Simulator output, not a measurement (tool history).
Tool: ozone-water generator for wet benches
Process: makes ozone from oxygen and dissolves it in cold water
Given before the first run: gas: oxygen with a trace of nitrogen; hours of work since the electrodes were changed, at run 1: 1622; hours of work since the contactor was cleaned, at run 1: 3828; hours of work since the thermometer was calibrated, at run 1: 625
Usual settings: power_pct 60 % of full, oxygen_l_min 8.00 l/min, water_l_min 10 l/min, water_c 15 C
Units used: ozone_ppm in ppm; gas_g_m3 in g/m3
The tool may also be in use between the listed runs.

run,hour,power_pct,oxygen_l_min,water_l_min,water_c,hours of work since the electrodes were changed,hours of work since the contactor was cleaned,hours of work since the thermometer was calibrated,ozone_ppm,gas_g_m3
1,0.0,60,8.00,10,15,1622,3828,625,29.9,152.3
2,81.9,60,8.00,10,15,1692,3899,695,30.2,149.8
3,182.5,52,8.00,10,15,1779,3985,782,26.9,134.1
4,260.7,60,12.44,10,15,1846,4053,849,28.9,128.7
5,356.9,60,14.23,10,15,1929,4135,931,27.8,122.3
6,406.2,60,7.05,10,15,1971,4178,974,29.3,155.8
7,500.7,60,8.00,10,15,2052,4259,1055,29.5,149.3
8,583.5,60,8.00,10,9,2123,4330,1126,33.1,148.1
9,632.7,60,8.00,10,9,2166,4372,1168,33.0,147.2
10,714.8,60,8.00,10,15,2236,4443,1239,29.2,148.0
11,763.8,60,8.00,10,15,2279,4485,1281,29.1,148.3
12,851.0,60,8.00,10,15,2353,4560,1356,29.0,147.3
13,912.9,60,8.00,10,15,2407,4613,1409,28.9,145.3
14,972.4,60,8.00,10,15,2458,4664,1460,29.2,145.7
15,1034.6,60,8.00,10,15,2511,4718,1514,28.5,146.7
16,1108.7,60,8.00,10,15,2575,4781,1578,28.6,146.7
17,1164.0,60,8.00,10,15,2622,4829,1625,28.4,146.3
18,1218.8,60,8.00,10,15,2670,4876,1672,28.6,145.2
19,1323.2,60,13.98,10,15,2759,4966,1762,27.1,120.4
20,1420.3,60,13.98,10,15,2843,5049,1845,27.0,120.2
21,1526.1,60,13.98,10,15,2934,5140,1936,26.8,120.1
22,1590.4,80,11.42,10,9,2989,5195,1992,39.7,158.9
23,1639.2,80,11.42,10,9,3031,5237,2034,39.3,159.2
# hour 1649.3: contactor cleaned
24,1727.2,60,8.00,10,18,3103,67,2106,24.9,143.8
25,1805.5,60,8.00,10,17,3170,134,2173,25.0,143.5
# hour 1830.7: contactor cleaned, once more
26,1910.7,47,6.18,10,7,3257,69,2260,28.4,130.1
27,1967.1,47,6.18,10,7,3306,117,2309,28.8,130.4
28,2065.4,66,4.18,10,15,3390,202,2393,31.1,191.9
29,2136.6,48,8.00,10,15,3452,263,2454,24.8,118.8
30,2239.1,80,7.47,9,8,3540,351,2542,43.1,179.8
31,2307.0,60,8.00,10,16,3598,409,2601,28.2,141.0
32,2364.0,47,4.14,15,8,3647,458,2650,19.3,147.8
33,2449.1,60,8.00,10,8,3720,532,2723,33.6,140.1
34,2547.8,49,12.75,7,7,3805,616,2808,33.4,105.9

Measured less the same run without the tool's hidden state. The same run-to-run variation is in both; the gauge's scatter may not be:
What the log doesn't record here: yield of the discharge, % of new electrodes'; contactor's efficiency, % of a clean one's; true water temperature over the reading, C; drift of the gauge itself on ozone_ppm, %; drift of the gauge itself on gas_g_m3, %.
run,ozone_ppm,gas_g_m3
1,-2.7,-7.2
2,-2.9,-7.5
3,-2.4,-6.2
4,-2.9,-7.1
5,-2.9,-7.2
6,-3.2,-9.4
7,-3.3,-9.5
8,-3.9,-9.7
9,-3.9,-9.8
10,-3.5,-10.3
11,-3.6,-10.5
12,-3.7,-10.9
13,-3.7,-11.1
14,-3.8,-11.4
15,-3.9,-11.7
16,-4.0,-12.1
17,-4.0,-12.3
18,-4.1,-12.5
19,-4.0,-10.7
20,-4.1,-11.2
21,-4.2,-11.5
22,-7.5,-19.8
23,-7.6,-20.3
24,-5.6,-14.6
25,-5.7,-15.0
26,-2.6,-10.7
27,-2.6,-11.0
28,-4.1,-23.6
29,-2.5,-10.8
30,-7.0,-27.2
31,-3.7,-17.0
32,-2.1,-13.8
33,-4.7,-17.7
34,-3.9,-11.0

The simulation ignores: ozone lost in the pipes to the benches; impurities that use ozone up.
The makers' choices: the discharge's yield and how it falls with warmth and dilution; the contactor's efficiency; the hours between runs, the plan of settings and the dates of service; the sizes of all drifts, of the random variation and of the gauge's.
